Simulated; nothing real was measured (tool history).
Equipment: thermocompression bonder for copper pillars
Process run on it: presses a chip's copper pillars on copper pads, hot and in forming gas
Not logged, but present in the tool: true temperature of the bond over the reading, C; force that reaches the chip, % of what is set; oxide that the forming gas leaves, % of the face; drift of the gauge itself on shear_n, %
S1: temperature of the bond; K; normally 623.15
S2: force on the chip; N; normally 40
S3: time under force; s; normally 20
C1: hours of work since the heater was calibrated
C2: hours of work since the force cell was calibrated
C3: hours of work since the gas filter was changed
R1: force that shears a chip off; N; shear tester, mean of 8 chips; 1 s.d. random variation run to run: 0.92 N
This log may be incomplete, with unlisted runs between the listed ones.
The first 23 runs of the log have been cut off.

{"run": 24, "hour": 461.6, "S1": 646.15, "S2": 28, "S3": 33, "C1": 465, "C2": 411, "C3": 90, "R1": 101.5}
{"run": 25, "hour": 489.7, "S1": 622.15, "S2": 27, "S3": 56, "C1": 482, "C2": 428, "C3": 107, "R1": 98.7}
{"run": 26, "hour": 502.2, "S1": 622.15, "S2": 27, "S3": 56, "C1": 489, "C2": 435, "C3": 115, "R1": 97.4}
{"run": 27, "hour": 521.2, "S1": 646.15, "S2": 25, "S3": 19, "C1": 501, "C2": 447, "C3": 126, "R1": 78.7}
{"run": 28, "hour": 541.5, "S1": 646.15, "S2": 25, "S3": 19, "C1": 513, "C2": 459, "C3": 138, "R1": 77.7}
{"run": 29, "hour": 556.8, "S1": 608.15, "S2": 31, "S3": 58, "C1": 522, "C2": 468, "C3": 147, "R1": 99.1}
{"run": 30, "hour": 583.8, "S1": 638.15, "S2": 40, "S3": 59, "C1": 538, "C2": 484, "C3": 164, "R1": 126.8}
{"run": 31, "hour": 604.5, "S1": 620.15, "S2": 55, "S3": 20, "C1": 550, "C2": 497, "C3": 176, "R1": 110.7}
{"run": 32, "hour": 618.0, "S1": 630.15, "S2": 28, "S3": 51, "C1": 559, "C2": 505, "C3": 184, "R1": 99.5}
{"run": 33, "hour": 645.4, "S1": 630.15, "S2": 28, "S3": 51, "C1": 575, "C2": 521, "C3": 200, "R1": 100.3}
{"run": 34, "hour": 668.7, "S1": 630.15, "S2": 28, "S3": 51, "C1": 589, "C2": 535, "C3": 214, "R1": 100.1}
{"run": 35, "hour": 691.2, "S1": 628.15, "S2": 40, "S3": 20, "C1": 602, "C2": 549, "C3": 228, "R1": 95.0}
{"hour": 712.6, "done": "forming gas filter changed"}
{"run": 36, "hour": 718.5, "S1": 628.15, "S2": 40, "S3": 20, "C1": 618, "C2": 565, "C3": 4, "R1": 105.6}
{"run": 37, "hour": 737.6, "S1": 612.15, "S2": 48, "S3": 23, "C1": 630, "C2": 576, "C3": 15, "R1": 112.9}
{"run": 38, "hour": 753.4, "S1": 612.15, "S2": 48, "S3": 23, "C1": 639, "C2": 586, "C3": 24, "R1": 112.0}
{"run": 39, "hour": 776.7, "S1": 607.15, "S2": 34, "S3": 24, "C1": 653, "C2": 600, "C3": 38, "R1": 85.7}

Forecast each of these 3 alternatives for the next run:
{"run": "A", "hour": 799.5, "S1": 613.15, "S2": 37, "S3": 50, "C1": 667, "C2": 613, "C3": 52, "R1": "?"}
{"run": "B", "hour": 799.5, "S1": 647.15, "S2": 49, "S3": 19, "C1": 667, "C2": 613, "C3": 52, "R1": "?"}
{"run": "C", "hour": 799.5, "S1": 625.15, "S2": 25, "S3": 11, "C1": 667, "C2": 613, "C3": 52, "R1": "?"}

run=A R1=113.6
run=B R1=123.2
run=C R1=58.8
With no hidden state in the tool, these same runs would have given:
run=A R1=107.5
run=B R1=119.1
run=C R1=52.8

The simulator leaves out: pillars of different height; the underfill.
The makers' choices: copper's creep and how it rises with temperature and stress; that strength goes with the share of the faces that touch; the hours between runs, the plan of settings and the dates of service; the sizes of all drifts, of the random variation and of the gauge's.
